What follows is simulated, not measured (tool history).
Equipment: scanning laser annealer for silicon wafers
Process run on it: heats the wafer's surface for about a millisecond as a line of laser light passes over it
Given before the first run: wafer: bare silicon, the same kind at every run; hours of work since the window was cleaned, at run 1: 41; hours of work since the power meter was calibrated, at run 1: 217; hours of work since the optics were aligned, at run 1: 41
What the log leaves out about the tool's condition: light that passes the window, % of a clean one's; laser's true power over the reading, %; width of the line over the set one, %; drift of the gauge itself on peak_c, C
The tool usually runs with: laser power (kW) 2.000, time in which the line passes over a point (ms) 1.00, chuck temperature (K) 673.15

| run | hour | laser power (kW) | time in which the line passes over a point (ms) | chuck temperature (K) | hours of work since the window was cleaned | hours of work since the power meter was calibrated | hours of work since the optics were aligned | highest temperature of the surface (K) |
|---|---|---|---|---|---|---|---|---|
| 1 | 0.0 | 2.000 | 1.00 | 673.15 | 41 | 217 | 41 | 1371.15 |
| 2 | 45.7 | 2.000 | 1.00 | 673.15 | 60 | 236 | 60 | 1366.15 |
| 3 | 67.4 | 2.000 | 0.99 | 673.15 | 69 | 245 | 69 | 1367.15 |
| 4 | 112.2 | 2.000 | 1.17 | 673.15 | 87 | 264 | 87 | 1429.15 |
| 5 | 141.7 | 2.000 | 1.20 | 673.15 | 100 | 276 | 100 | 1442.15 |
| 6 | 182.7 | 1.894 | 1.00 | 673.15 | 117 | 293 | 117 | 1335.15 |
| 7 | 216.9 | 1.894 | 1.00 | 673.15 | 131 | 307 | 131 | 1331.15 |
| 8 | 250.2 | 2.000 | 1.16 | 673.15 | 145 | 321 | 145 | 1424.15 |
| 9 | 284.8 | 2.000 | 1.16 | 673.15 | 159 | 335 | 159 | 1427.15 |
| 10 | 319.4 | 2.120 | 1.00 | 673.15 | 173 | 350 | 173 | 1405.15 |
| 11 | 342.8 | 2.120 | 1.00 | 673.15 | 183 | 359 | 183 | 1405.15 |
| 12 | 367.2 | 2.000 | 1.00 | 682.15 | 193 | 369 | 193 | 1373.15 |
| 13 | 414.4 | 2.019 | 1.00 | 673.15 | 213 | 389 | 213 | 1370.15 |
| 14 | 444.3 | 2.000 | 1.00 | 673.15 | 225 | 401 | 225 | 1364.15 |
| 15 | 488.7 | 2.000 | 1.00 | 673.15 | 244 | 420 | 244 | 1360.15 |
| 16 | 533.1 | 2.000 | 1.00 | 673.15 | 262 | 438 | 262 | 1361.15 |
| 17 | 555.3 | 2.000 | 1.00 | 673.15 | 271 | 447 | 271 | 1361.15 |
| 18 | 600.9 | 2.000 | 1.00 | 673.15 | 290 | 466 | 290 | 1359.15 |
| 19 | 625.5 | 2.000 | 1.00 | 654.15 | 300 | 477 | 300 | 1338.15 |
| 20 | 652.9 | 2.000 | 1.00 | 654.15 | 312 | 488 | 312 | 1341.15 |

Run 21 has not been measured yet. What should we expect?
| 21 | 699.7 | 1.873 | 0.76 | 644.15 | 331 | 507 | 331 | ? |

highest temperature of the surface (K): 1202.15
The same run, on a tool lacking any hidden state, would have yielded highest temperature of the surface (K) 1214.15.
